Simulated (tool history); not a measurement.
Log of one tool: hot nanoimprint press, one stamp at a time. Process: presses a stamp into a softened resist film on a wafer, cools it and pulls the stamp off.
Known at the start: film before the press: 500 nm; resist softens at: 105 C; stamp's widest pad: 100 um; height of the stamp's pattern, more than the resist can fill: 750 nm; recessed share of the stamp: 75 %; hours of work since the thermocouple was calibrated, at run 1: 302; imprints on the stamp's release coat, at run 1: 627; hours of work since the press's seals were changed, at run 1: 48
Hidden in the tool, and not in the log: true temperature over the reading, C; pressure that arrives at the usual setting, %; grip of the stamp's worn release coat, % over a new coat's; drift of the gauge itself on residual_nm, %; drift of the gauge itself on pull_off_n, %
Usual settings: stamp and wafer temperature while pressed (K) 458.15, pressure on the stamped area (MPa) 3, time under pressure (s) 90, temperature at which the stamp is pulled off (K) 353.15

run   hour  stamp and wafer temperature while pressed (K)  pressure on the stamped area (MPa)  time under pressure (s)  temperature at which the stamp is pulled off (K)  hours of work since the thermocouple was calibrated  imprints on the stamp's release coat  hours of work since the press's seals were changed  resist left under the stamp's widest pad (nm)  greatest force while the stamp is pulled off (N)
  1      0                                         458.15                                   3                       90                                            353.15                                                  302                                   627                                                  48                                          258.3                                               197
  2    8.3                                         458.15                                   3                       90                                            353.15                                                  305                                   638                                                  51                                          258.3                                               199
  3   16.1                                         458.15                                   3                       90                                            353.15                                                  308                                   649                                                  54                                          258.5                                               196
  4   21.4                                         458.15                                   3                       90                                            353.15                                                  310                                   656                                                  56                                          257.4                                               199
  5     30                                         458.15                                   3                       90                                            353.15                                                  314                                   668                                                  60                                          257.1                                               199
  6   38.4                                         458.15                                3.43                       90                                            353.15                                                  317                                   679                                                  63                                          244.6                                               206
  7   43.5                                         458.15                                3.43                       90                                            353.15                                                  319                                   686                                                  65                                          245.6                                               195
  8   49.9                                         458.15                                   3                       90                                            353.15                                                  322                                   695                                                  68                                            257                                               206
  9   56.6                                         458.15                                   3                       90                                            353.15                                                  325                                   704                                                  71                                          257.6                                               202
 10   60.7                                         466.15                                   3                       90                                            353.15                                                  326                                   710                                                  72                                          209.2                                               206
 11   69.5                                         466.15                                   3                       90                                            353.15                                                  330                                   722                                                  76                                          209.6                                               202
 12   77.8                                         466.15                                   3                       90                                            353.15                                                  333                                   733                                                  79                                          209.9                                               200
 13   84.4                                         463.15                                   3                       90                                            353.15                                                  336                                   742                                                  82                                          226.8                                               204
 14     92                                         463.15                                   3                       90                                            353.15                                                  339                                   753                                                  85                                          226.4                                               198
 15  101.8                                         463.15                                   3                       90                                            353.15                                                  343                                   766                                                  89                                          227.5                                               192
 16  106.6                                         458.15                                   3                       90                                            348.15                                                  345                                   772                                                  91                                          258.5                                               208
 17  115.7                                         466.15                                   3                       69                                            354.15                                                  349                                   785                                                  95                                          233.5                                               196
 18  122.4                                         466.15                                   3                       69                                            354.15                                                  351                                   794                                                  97                                          232.5                                               196
 19  126.8                                         458.15                                   3                       90                                            360.15                                                  353                                   800                                                  99                                          257.5                                               184
 20  132.5                                         459.15                                   3                       90                                            360.15                                                  355                                   808                                                 101                                            251                                               185
 21  141.1                                         463.15                                2.86                       90                                            360.15                                                  359                                   820                                                 105                                          231.9                                               187
 22  147.4                                         459.15                                2.72                       48                                            341.15                                                  361                                   828                                                 107                                          320.3                                               226
 23  152.8                                         459.15                                2.72                       48                                            341.15                                                  364                                   835                                                 110                                          320.1                                               222
 24  160.3                                         459.15                                2.72                       48                                            341.15                                                  367                                   846                                                 113                                          319.6                                               225
 25    168                                         446.15                                   3                       90                                            345.15                                                  370                                   856                                                 116                                          345.8                                               215
 26  177.7                                         448.15                                3.07                       90                                            345.15                                                  374                                   869                                                 120                                          328.4                                               218
 27  183.9                                         448.15                                2.26                       90                                            339.15                                                  376                                   878                                                 122                                          357.7                                               227
 28  192.3                                         448.15                                2.12                      131                                            339.15                                                  380                                   889                                                 126                                          330.2                                               222
 29  197.2                                         461.15                                   3                       90                                            353.15                                                  382                                   896                                                 128                                          239.1                                               201
 30  201.9                                         466.15                                1.85                       90                                            348.15                                                  383                                   902                                                 129                                          255.6                                               205

3 ways to go on from here, each from the tool as it stands after run 30. What would each give?
  A   211                                         469.15                                2.96                       90                                            344.15                                                  387                                   915                                                 133                                              ?                                                 ?
  B   211                                         453.15                                4.76                       90                                            350.15                                                  387                                   915                                                 133                                              ?                                                 ?
  C   211                                         454.15                                3.31                      171                                            348.15                                                  387                                   915                                                 133                                              ?                                                 ?

run  resist left under the stamp's widest pad (nm)  greatest force while the stamp is pulled off (N)
  A                                          196.1                                               225
  B                                          247.3                                               201
  C                                          217.1                                               220
Without the tool's hidden state the same runs would have given:
run  resist left under the stamp's widest pad (nm)  greatest force while the stamp is pulled off (N)
  A                                          196.3                                               223
  B                                          247.7                                               199
  C                                          217.5                                               219

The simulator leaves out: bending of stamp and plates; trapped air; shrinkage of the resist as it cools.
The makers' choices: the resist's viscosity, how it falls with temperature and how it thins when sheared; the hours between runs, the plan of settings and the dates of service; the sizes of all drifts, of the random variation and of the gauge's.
